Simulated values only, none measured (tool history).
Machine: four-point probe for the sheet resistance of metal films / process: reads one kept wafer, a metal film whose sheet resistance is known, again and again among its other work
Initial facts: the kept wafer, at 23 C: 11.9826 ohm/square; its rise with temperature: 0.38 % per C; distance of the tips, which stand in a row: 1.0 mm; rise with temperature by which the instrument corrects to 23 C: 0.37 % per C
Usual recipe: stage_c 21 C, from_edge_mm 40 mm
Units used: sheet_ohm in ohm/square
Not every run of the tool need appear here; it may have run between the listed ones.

run	hour	stage_c	from_edge_mm	sheet_ohm
1	0.0	21	40	11.981169
2	7.9	21	40	11.984645
3	20.2	27	40	11.991984
4	28.0	27	40	11.995505
5	35.6	32	40	12.008711
6	45.2	32	40	12.001627
7	56.5	32	48	12.000954
8	67.2	18	40	11.981362
9	79.9	21	40	11.981805
10	94.5	21	40	11.987123
11	113.2	21	47	11.979580
12	123.8	21	40	11.985317
13	135.3	21	40	11.984923
14	153.0	27	40	11.998212
15	167.8	27	40	11.990915
16	177.6	24	40	11.984221
17	193.7	32	40	12.000997
18	203.4	32	40	12.006379
19	217.8	32	40	12.004970
20	228.3	21	40	11.986001
21	239.4	21	40	11.984079
22	257.7	29	40	11.992848
23	273.8	29	40	12.001326
24	287.4	33	3	12.679368
25	300.7	26	5	12.241084
26	311.1	32	21	12.014434
27	318.9	25	21	12.005465
28	327.9	25	21	12.001773
29	340.7	32	9	12.081243
30	356.5	26	25	12.003347
31	369.7	26	25	11.995575
32	387.5	27	6	12.171052
33	405.4	26	3	12.660957
34	421.4	23	3	12.654736
35	434.4	23	22	11.995809
36	451.2	34	13	12.040978
37	468.2	20	20	11.992374
38	485.7	21	10	12.041732
39	503.5	32	5	12.254339
40	516.3	32	5	12.250887
41	524.9	35	3	12.683961
42	536.4	35	3	12.679991
43	550.9	28	61	12.001321
44	562.1	28	15	12.018937
45	573.4	28	15	12.021714

What if the next run were any one of these 3? Each begins from the tool's condition after run 45:
A	587.1	31	40	?
B	587.1	21	5	?
C	587.1	19	7	?

run	sheet_ohm
A	12.000637
B	12.235298
C	12.106994
With no hidden state in the tool, these same runs would have given:
run	sheet_ohm
A	11.999985
B	12.234632
C	12.106334
